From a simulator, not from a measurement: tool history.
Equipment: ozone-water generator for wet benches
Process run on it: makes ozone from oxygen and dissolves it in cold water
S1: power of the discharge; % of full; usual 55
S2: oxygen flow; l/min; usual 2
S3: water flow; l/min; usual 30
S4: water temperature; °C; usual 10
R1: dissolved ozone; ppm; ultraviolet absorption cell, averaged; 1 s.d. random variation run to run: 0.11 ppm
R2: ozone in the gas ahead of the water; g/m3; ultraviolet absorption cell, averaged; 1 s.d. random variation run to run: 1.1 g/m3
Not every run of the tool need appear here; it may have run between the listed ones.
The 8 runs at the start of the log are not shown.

{"run": 9, "day": 36.746, "S1": 55, "S2": 2, "S3": 30, "S4": 10, "R1": 6.1, "R2": 173.1}
{"run": 10, "day": 43.154, "S1": 55, "S2": 2, "S3": 30, "S4": 10, "R1": 6, "R2": 173.3}
{"day": 47.729, "done": "contactor cleaned"}
{"run": 11, "day": 47.838, "S1": 55, "S2": 2, "S3": 30, "S4": 16, "R1": 6, "R2": 173.2}
{"run": 12, "day": 51.462, "S1": 55, "S2": 2, "S3": 30, "S4": 10, "R1": 6, "R2": 170.3}
{"day": 55.879, "done": "water thermometer calibrated"}
{"run": 13, "day": 57.5, "S1": 55, "S2": 2, "S3": 30, "S4": 10, "R1": 6, "R2": 169.9}
{"run": 14, "day": 63.438, "S1": 55, "S2": 2, "S3": 30, "S4": 10, "R1": 6.1, "R2": 168.9}
{"run": 15, "day": 68.283, "S1": 55, "S2": 2, "S3": 30, "S4": 10, "R1": 6.2, "R2": 170.3}
{"run": 16, "day": 71.783, "S1": 55, "S2": 2, "S3": 30, "S4": 10, "R1": 5.8, "R2": 166.4}
{"run": 17, "day": 76.871, "S1": 55, "S2": 2, "S3": 30, "S4": 10, "R1": 5.8, "R2": 166.7}
{"run": 18, "day": 80.867, "S1": 55, "S2": 2, "S3": 30, "S4": 10, "R1": 5.8, "R2": 165.8}
{"run": 19, "day": 86.158, "S1": 55, "S2": 2, "S3": 42, "S4": 7, "R1": 4.1, "R2": 162.2}
{"run": 20, "day": 92.129, "S1": 55, "S2": 2, "S3": 41, "S4": 7, "R1": 4.1, "R2": 161.9}
{"run": 21, "day": 97.338, "S1": 41, "S2": 2, "S3": 23, "S4": 10, "R1": 6.3, "R2": 131.8}
{"run": 22, "day": 100.458, "S1": 43, "S2": 1.35, "S3": 23, "S4": 12, "R1": 5.6, "R2": 171.6}
{"run": 23, "day": 105.996, "S1": 43, "S2": 1.35, "S3": 23, "S4": 6, "R1": 5.6, "R2": 170}
{"run": 24, "day": 111.8, "S1": 61, "S2": 1.01, "S3": 30, "S4": 13, "R1": 4.9, "R2": 249.1}
{"run": 25, "day": 115.45, "S1": 73, "S2": 2.36, "S3": 30, "S4": 8, "R1": 7, "R2": 172.3}
{"run": 26, "day": 119.654, "S1": 73, "S2": 2.36, "S3": 48, "S4": 8, "R1": 4, "R2": 169.3}
{"run": 27, "day": 122.338, "S1": 78, "S2": 2, "S3": 20, "S4": 7, "R1": 11, "R2": 194.9}
{"run": 28, "day": 126.242, "S1": 63, "S2": 2.98, "S3": 24, "S4": 11, "R1": 8.2, "R2": 134.2}
{"run": 29, "day": 131.421, "S1": 51, "S2": 2.27, "S3": 21, "S4": 14, "R1": 7.4, "R2": 137}
{"run": 30, "day": 134.538, "S1": 85, "S2": 2.18, "S3": 30, "S4": 10, "R1": 7.2, "R2": 193.1}
{"run": 31, "day": 139.167, "S1": 53, "S2": 2.18, "S3": 22, "S4": 11, "R1": 7.4, "R2": 141.4}
{"run": 32, "day": 142.421, "S1": 49, "S2": 2, "S3": 21, "S4": 6, "R1": 7.4, "R2": 139.3}

Branching from run 32: 4 alternative next runs. What would each branch give?
{"run": "A", "day": 145.433, "S1": 46, "S2": 2.06, "S3": 19, "S4": 6, "R1": "?", "R2": "?"}
{"run": "B", "day": 145.433, "S1": 58, "S2": 2, "S3": 30, "S4": 10, "R1": "?", "R2": "?"}
{"run": "C", "day": 145.433, "S1": 55, "S2": 2, "S3": 22, "S4": 16, "R1": "?", "R2": "?"}
{"run": "D", "day": 145.433, "S1": 49, "S2": 1.55, "S3": 21, "S4": 6, "R1": "?", "R2": "?"}

run=A R1=8 R2=131.7
run=B R1=5.4 R2=155.8
run=C R1=7.1 R2=151.6
run=D R1=6.9 R2=161.8
With the hidden condition removed and each run's random variation left untouched, the same runs would have given:
run=A R1=10.6 R2=169.7
run=B R1=7.7 R2=214.4
run=C R1=10 R2=205.7
run=D R1=9.3 R2=212.6
